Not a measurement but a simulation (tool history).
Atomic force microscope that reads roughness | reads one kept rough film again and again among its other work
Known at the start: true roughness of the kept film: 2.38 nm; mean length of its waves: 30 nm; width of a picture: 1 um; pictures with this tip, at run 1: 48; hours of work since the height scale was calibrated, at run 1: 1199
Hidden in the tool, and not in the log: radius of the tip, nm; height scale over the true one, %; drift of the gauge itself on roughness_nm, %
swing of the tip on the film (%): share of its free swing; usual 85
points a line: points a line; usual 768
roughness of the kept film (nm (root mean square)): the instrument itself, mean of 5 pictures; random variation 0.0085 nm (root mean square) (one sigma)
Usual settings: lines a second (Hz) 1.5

run    hour  lines a second (Hz)  swing of the tip on the film (%)  points a line  pictures with this tip  hours of work since the height scale was calibrated  roughness of the kept film (nm (root mean square))
  1       0                  1.5                                85            768                      48                                                 1199                                               1.836
  2    42.7                  1.5                                85            768                     100                                                 1228                                               1.756
  3   102.4                  1.5                                85            768                     173                                                 1269                                               1.688
      106.6  -- new tip fitted
  4   141.6                 0.67                                85            768                      43                                                 1295                                               2.017
  5   203.6                 0.67                                85            768                     118                                                 1338                                               1.922
  6   237.2                  2.2                                85            768                     159                                                 1361                                               1.592
      251.1  -- new tip fitted
  7   272.9                  2.2                                85            768                      26                                                 1385                                               1.736
  8     307                  1.5                                58            768                      68                                                 1408                                               2.051
  9   357.3                  1.5                                85            768                     129                                                 1442                                               1.738
      397.7  -- new tip fitted
 10   433.3                  1.5                                85            768                      43                                                 1494                                               1.834
 11   486.6                  1.5                                85            768                     108                                                 1530                                               1.773
 12   518.9                  1.5                                85            768                     147                                                 1552                                               1.727
      541.3  -- new tip fitted
 13   571.8                 1.42                                85            768                      37                                                 1588                                               1.876
 14   623.1                 0.64                                85            768                      99                                                 1623                                               1.973
 15   668.4                 0.64                                85            768                     154                                                 1654                                                1.91
      688.6  -- new tip fitted
 16   703.6                 0.64                                85            768                      18                                                 1677                                               2.062
 17   736.1                  1.5                                85            299                      57                                                 1700                                               1.819
 18   771.8                  1.5                                85            260                     101                                                 1724                                                1.76
      832.7  -- new tip fitted
 19   832.7                  1.5                                85            260                       0                                                 1765                                                1.89
 20     869                  1.5                                85            260                      44                                                 1790                                               1.828
 21   930.8                  1.5                                85            260                     119                                                 1832                                                1.73
 22     973                  1.5                                74            768                     170                                                 1861                                               1.826
      978.8  -- new tip fitted
 23  1018.3                  1.5                                74            768                      48                                                 1891                                               1.964
 24  1065.6                  2.5                                85            768                     106                                                 1924                                               1.617
     1123.8  -- new tip fitted
 25  1139.8                  2.5                                85            768                      19                                                 1974                                               1.701
 26  1205.2                  2.5                                85            768                      98                                                 2019                                               1.622
 27  1243.8                  2.5                                85            768                     145                                                 2045                                               1.592
       1272  -- new tip fitted
 28  1298.5                  1.5                                67            511                      32                                                 2082                                               2.063
 29  1333.9                  1.5                                67            511                      75                                                 2106                                               2.004
 30  1398.5                  1.5                                67            511                     153                                                 2150                                               1.909
     1419.9  -- new tip fitted
 31  1466.3                  1.5                                85            377                      56                                                 2196                                               1.835
 32  1517.4                 1.56                                63            313                     118                                                 2231                                               1.957
 33  1549.8                 1.56                                74            313                     157                                                 2253                                               1.827
     1567.9  -- new tip fitted
 34    1585                  1.5                                72            701                      20                                                 2277                                               2.032
 35  1630.4                 2.33                                76            768                      75                                                 2308                                               1.824
 36  1707.3                 1.15                                58            768                     169                                                 2360                                               1.981
     1711.7  -- new tip fitted
 37  1747.6                 1.38                                79            768                      43                                                 2387                                               1.955
 38  1824.1                    1                                76            300                     136                                                 2439                                               1.908
     1857.2  -- new tip fitted
 39  1877.9                  1.5                                74            768                      26                                                 2476                                               2.018
 40  1946.6                 2.69                                66            339                     109                                                 2523                                               1.878
     2004.6  -- new tip fitted
 41    2012                 1.66                                68            488                       8                                                 2567                                               2.092
     2045.2  -- height scale calibrated on a step standard
 42  2045.2                 1.66                                68            488                      48                                                    0                                                1.97
 43  2081.1                 1.76                                85            768                      91                                                   24                                               1.714
     2151.9  -- new tip fitted
 44  2151.9                 0.84                                81            821                       0                                                   72                                               2.032
 45    2211                 1.32                                72            768                      72                                                  113                                               1.943
 46  2264.3                 3.77                                62            719                     137                                                  149                                               1.776
     2299.5  -- new tip fitted
 47  2312.8                 0.85                                74            527                      16                                                  182                                               2.047
 48  2379.6                 0.94                                57            923                      97                                                  227                                                2.02
 49  2429.5                 0.72                                85            371                     158                                                  261                                               1.834
     2443.3  -- new tip fitted
 50  2494.5                 2.68                                74            284                      62                                                  305                                               1.787
 51  2537.4                 0.66                                85            399                     114                                                  335                                               1.895
     2591.1  -- new tip fitted
 52  2594.3                 0.93                                85            672                       4                                                  373                                                1.97
 53  2670.5                 0.76                                76            768                      97                                                  425                                               1.973

3 ways to go on from here, each from the tool as it stands after run 53. What would each give?
  A  2709.5                 1.26                                76            768                     144                                                  452                                                   ?
  B  2709.5                 1.73                                55            438                     144                                                  452                                                   ?
  C  2709.5                 0.76                                65            768                     144                                                  452                                                   ?

run  roughness of the kept film (nm (root mean square))
  A                                               1.857
  B                                               1.948
  C                                                1.97
Without the tool's hidden state the same runs would have given:
run  roughness of the kept film (nm (root mean square))
  A                                               2.021
  B                                                2.12
  C                                               2.143
